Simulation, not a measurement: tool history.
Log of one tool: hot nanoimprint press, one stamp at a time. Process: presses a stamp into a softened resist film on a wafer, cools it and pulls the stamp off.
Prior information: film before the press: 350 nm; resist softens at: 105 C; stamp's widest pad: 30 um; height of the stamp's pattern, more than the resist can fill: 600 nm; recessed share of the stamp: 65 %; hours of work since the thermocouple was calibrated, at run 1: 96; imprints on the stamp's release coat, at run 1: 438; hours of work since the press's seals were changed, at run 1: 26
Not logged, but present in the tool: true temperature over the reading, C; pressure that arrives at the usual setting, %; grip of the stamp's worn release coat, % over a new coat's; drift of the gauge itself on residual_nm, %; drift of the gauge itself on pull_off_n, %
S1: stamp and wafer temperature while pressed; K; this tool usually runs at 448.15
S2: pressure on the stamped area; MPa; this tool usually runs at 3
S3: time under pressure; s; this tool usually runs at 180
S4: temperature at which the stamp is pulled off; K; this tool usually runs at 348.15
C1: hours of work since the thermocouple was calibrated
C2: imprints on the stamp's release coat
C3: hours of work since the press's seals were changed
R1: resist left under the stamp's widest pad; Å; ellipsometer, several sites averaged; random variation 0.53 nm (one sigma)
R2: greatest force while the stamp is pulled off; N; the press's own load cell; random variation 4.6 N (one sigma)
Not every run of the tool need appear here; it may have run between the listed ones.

| run | hour | S1 | S2 | S3 | S4 | C1 | C2 | C3 | R1 | R2 |
|---|---|---|---|---|---|---|---|---|---|---|
| 1 | 0.0 | 448.15 | 3 | 180 | 348.15 | 96 | 438 | 26 | 1345 | 226 |
| 2 | 5.9 | 448.15 | 3 | 180 | 344.15 | 99 | 454 | 28 | 1332 | 257 |
| 3 | 10.9 | 448.15 | 3 | 180 | 348.15 | 101 | 467 | 31 | 1346 | 229 |
| 4 | 17.2 | 448.15 | 3 | 180 | 348.15 | 104 | 485 | 34 | 1346 | 226 |
| 5 | 24.5 | 448.15 | 3 | 180 | 348.15 | 108 | 505 | 38 | 1361 | 227 |
| 6 | 31.4 | 448.15 | 3 | 180 | 348.15 | 111 | 523 | 41 | 1349 | 221 |
| 7 | 37.4 | 448.15 | 3 | 180 | 348.15 | 114 | 540 | 44 | 1357 | 241 |
| 8 | 47.6 | 449.15 | 3 | 180 | 348.15 | 119 | 567 | 49 | 1308 | 228 |

Forecast run 9:
| 9 | 55.8 | 449.15 | 3 | 180 | 348.15 | 123 | 590 | 53 | ? | ? |

Run 9 yielded R1 1301 Å, R2 230 N.
Without the tool's hidden state the same run would have given R1 1291 Å, R2 229 N.

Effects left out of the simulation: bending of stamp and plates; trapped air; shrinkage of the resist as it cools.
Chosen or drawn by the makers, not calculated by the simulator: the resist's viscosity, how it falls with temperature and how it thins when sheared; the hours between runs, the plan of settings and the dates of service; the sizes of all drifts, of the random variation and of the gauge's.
